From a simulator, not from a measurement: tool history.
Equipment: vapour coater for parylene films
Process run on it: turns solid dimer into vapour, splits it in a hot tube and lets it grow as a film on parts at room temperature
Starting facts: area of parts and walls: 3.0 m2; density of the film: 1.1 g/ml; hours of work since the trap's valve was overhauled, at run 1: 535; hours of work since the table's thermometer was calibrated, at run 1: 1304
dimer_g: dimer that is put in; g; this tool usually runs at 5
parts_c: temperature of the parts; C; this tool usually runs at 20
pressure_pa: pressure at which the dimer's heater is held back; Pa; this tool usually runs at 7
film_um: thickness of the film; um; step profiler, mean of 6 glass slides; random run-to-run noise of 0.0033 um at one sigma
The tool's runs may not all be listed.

run,hour,dimer_g,parts_c,pressure_pa,hours of work since the trap's valve was overhauled,hours of work since the table's thermometer was calibrated,film_um
1,0,5,20,7,535,1304,0.962
2,49.9,5,20,3.2,579,1348,1.114
# hour 65.3: trap's valve overhauled
3,82.6,5,20,3.2,15,1374,1.06
4,145.1,5,20,7,71,1430,0.903
5,213.3,4,20,7,132,1491,0.717
6,269.5,4,20,7,183,1541,0.711
7,318.6,4,20,7,227,1585,0.716
8,385.9,4,20,7,287,1645,0.698
9,432.7,5,21,7,329,1687,0.839
# hour 484.5: trap's valve overhauled, once more
10,500.7,5,21,7,15,1744,1.015
11,557.4,5,20,7,65,1795,1.043
12,587.1,5,26,7,92,1822,0.875
13,620.7,5,26,7,122,1852,0.869
14,659.8,4,18,2.43,157,1887,1.067
15,709.1,8,27,6.86,201,1931,1.342
16,761.1,8,27,6.86,247,1977,1.337
17,800.2,3,20,8.96,282,2012,0.584
18,834.2,6,19,7,313,2043,1.245
19,887.3,2,26,8.6,360,2090,0.324
20,916.4,2,14,2.64,386,2116,0.559
21,978.3,6,15,2.64,442,2172,1.654
22,1039.5,5,20,3.97,496,2226,1.095
# hour 1086.1: table's thermometer calibrated
23,1105.5,5,26,6.05,555,17,0.81

A few steps of film_um between consecutive runs. Split each: what settings, incoming material and random variation would produce without the hidden state, and what is left over for the hidden state, along with gauge scatter present in only one of the two compared results (measured, and without hidden state):
Hidden conditions of the tool in this case: vapour lost through the trap's worn valve, %; true temperature of the parts over the reading, C; drift of the gauge itself on film_um, %.
Run 2 -> 3: trap's valve overhauled. film_um -0.054 um: hidden state -0.057, all else +0.003.
Run 9 -> 10: trap's valve overhauled, once more. film_um +0.176 um: hidden state +0.173, all else +0.003.
Run 18 -> 19: dimer_g 6 -> 2, parts_c 19 -> 26, pressure_pa 7 -> 8.6. film_um -0.921 um: hidden state +0.006, all else -0.927.
Run 20 -> 21: dimer_g 2 -> 6, parts_c 14 -> 15. film_um +1.095 um: hidden state -0.02, all else +1.115.
